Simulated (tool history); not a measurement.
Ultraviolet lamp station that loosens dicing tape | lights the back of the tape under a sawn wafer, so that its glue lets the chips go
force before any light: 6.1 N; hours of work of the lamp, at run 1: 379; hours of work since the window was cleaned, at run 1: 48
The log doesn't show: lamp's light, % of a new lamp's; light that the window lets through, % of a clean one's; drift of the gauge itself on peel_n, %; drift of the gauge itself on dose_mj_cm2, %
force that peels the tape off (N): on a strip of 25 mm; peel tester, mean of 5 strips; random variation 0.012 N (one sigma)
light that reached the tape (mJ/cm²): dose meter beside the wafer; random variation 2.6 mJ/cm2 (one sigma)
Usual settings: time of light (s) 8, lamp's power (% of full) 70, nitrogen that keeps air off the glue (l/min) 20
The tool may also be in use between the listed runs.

| run | hour | time of light (s) | lamp's power (% of full) | nitrogen that keeps air off the glue (l/min) | hours of work of the lamp | hours of work since the window was cleaned | force that peels the tape off (N) | light that reached the tape (mJ/cm²) |
|---|---|---|---|---|---|---|---|---|
| 1 | 0 | 8 | 70 | 20 | 379 | 48 | 0.703 | 293 |
| 2 | 20.4 | 8 | 70 | 20 | 388 | 57 | 0.749 | 290 |
| 3 | 49.6 | 4 | 70 | 20 | 401 | 70 | 2.095 | 146 |
| 4 | 67.7 | 4 | 70 | 22 | 410 | 78 | 1.882 | 141 |
| 5 | 97.5 | 4 | 70 | 22 | 423 | 92 | 1.921 | 143 |
| 6 | 113.7 | 4 | 70 | 34 | 430 | 99 | 1.646 | 143 |
| 7 | 140.7 | 4 | 70 | 34 | 442 | 111 | 1.716 | 141 |
| 8 | 163.9 | 8 | 70 | 20 | 452 | 121 | 0.765 | 283 |
| 9 | 193.8 | 8 | 70 | 20 | 466 | 134 | 0.739 | 288 |
| 10 | 216.9 | 8 | 70 | 20 | 476 | 145 | 0.77 | 281 |
| 11 | 246.2 | 6 | 70 | 20 | 489 | 158 | 1.237 | 209 |
| 12 | 260 | 6 | 70 | 20 | 495 | 164 | 1.247 | 211 |
| 13 | 282 | 6 | 70 | 20 | 505 | 174 | 1.266 | 209 |
| 14 | 313.6 | 8 | 70 | 20 | 519 | 188 | 0.797 | 278 |
| 15 | 326.9 | 8 | 70 | 20 | 525 | 194 | 0.795 | 276 |
| 16 | 358.2 | 8 | 70 | 20 | 539 | 208 | 0.802 | 271 |
| 17 | 384.4 | 8 | 70 | 20 | 551 | 219 | 0.813 | 274 |
| 18 | 416.4 | 8 | 70 | 20 | 565 | 234 | 0.819 | 270 |
| 19 | 442.2 | 8 | 70 | 20 | 576 | 245 | 0.863 | 273 |
| 20 | 473.6 | 8 | 70 | 20 | 590 | 259 | 0.853 | 264 |
| 21 | 502.9 | 8 | 70 | 20 | 603 | 272 | 0.84 | 264 |
| 22 | 534.8 | 15 | 81 | 36 | 618 | 286 | 0.102 | 571 |
| 23 | 548.4 | 15 | 81 | 36 | 624 | 292 | 0.102 | 579 |
| 24 | 577.1 | 15 | 81 | 36 | 636 | 305 | 0.112 | 569 |
| 25 | 607.7 | 15 | 81 | 36 | 650 | 319 | 0.109 | 570 |
| 26 | 628 | 4 | 70 | 23 | 659 | 328 | 2.215 | 133 |
| 27 | 654.2 | 7 | 97 | 33 | 671 | 340 | 0.405 | 312 |
| 28 | 682.7 | 7 | 97 | 33 | 683 | 352 | 0.411 | 309 |
| 29 | 709.9 | 10 | 70 | 37 | 696 | 364 | 0.348 | 319 |
| 30 | 736.1 | 10 | 70 | 37 | 707 | 376 | 0.357 | 320 |
| 31 | 751.2 | 4 | 100 | 20 | 714 | 383 | 1.591 | 179 |
| 32 | 780.6 | 8 | 70 | 18 | 727 | 396 | 0.996 | 250 |
| 33 | 804.2 | 14 | 72 | 29 | 738 | 406 | 0.199 | 450 |
| 34 | 830.3 | 11 | 67 | 6 | 749 | 418 | 1.404 | 325 |
| 35 | 847.9 | 11 | 67 | 6 | 757 | 426 | 1.435 | 328 |
| 36 | 867.3 | 11 | 72 | 6 | 766 | 434 | 1.277 | 352 |
| 37 | 895.2 | 11 | 72 | 6 | 778 | 447 | 1.351 | 347 |
| 38 | 914.7 | 11 | 72 | 6 | 787 | 456 | 1.297 | 344 |
| 39 | 944.9 | 13 | 68 | 20 | 800 | 469 | 0.386 | 384 |

Hidden state or all else? Some run-to-run changes of force that peels the tape off (N), split into what the settings, what came in and random variation would give without the hidden state, and what is left for the hidden state (with any gauge scatter that isn't in both results):
Run 2 -> 3: time of light (s) 8 -> 4. force that peels the tape off (N) +1.346: hidden state +0.117, all else +1.229.
Run 25 -> 26: time of light (s) 15 -> 4, lamp's power (% of full) 81 -> 70, nitrogen that keeps air off the glue (l/min) 36 -> 23. force that peels the tape off (N) +2.106: hidden state +0.5, all else +1.606.
Run 26 -> 27: time of light (s) 4 -> 7, lamp's power (% of full) 70 -> 97, nitrogen that keeps air off the glue (l/min) 23 -> 33. force that peels the tape off (N) -1.81: hidden state -0.342, all else -1.468.
Run 30 -> 31: time of light (s) 10 -> 4, lamp's power (% of full) 70 -> 100, nitrogen that keeps air off the glue (l/min) 37 -> 20. force that peels the tape off (N) +1.234: hidden state +0.345, all else +0.889.
Run 33 -> 34: time of light (s) 14 -> 11, lamp's power (% of full) 72 -> 67, nitrogen that keeps air off the glue (l/min) 29 -> 6. force that peels the tape off (N) +1.205: hidden state +0.425, all else +0.78.

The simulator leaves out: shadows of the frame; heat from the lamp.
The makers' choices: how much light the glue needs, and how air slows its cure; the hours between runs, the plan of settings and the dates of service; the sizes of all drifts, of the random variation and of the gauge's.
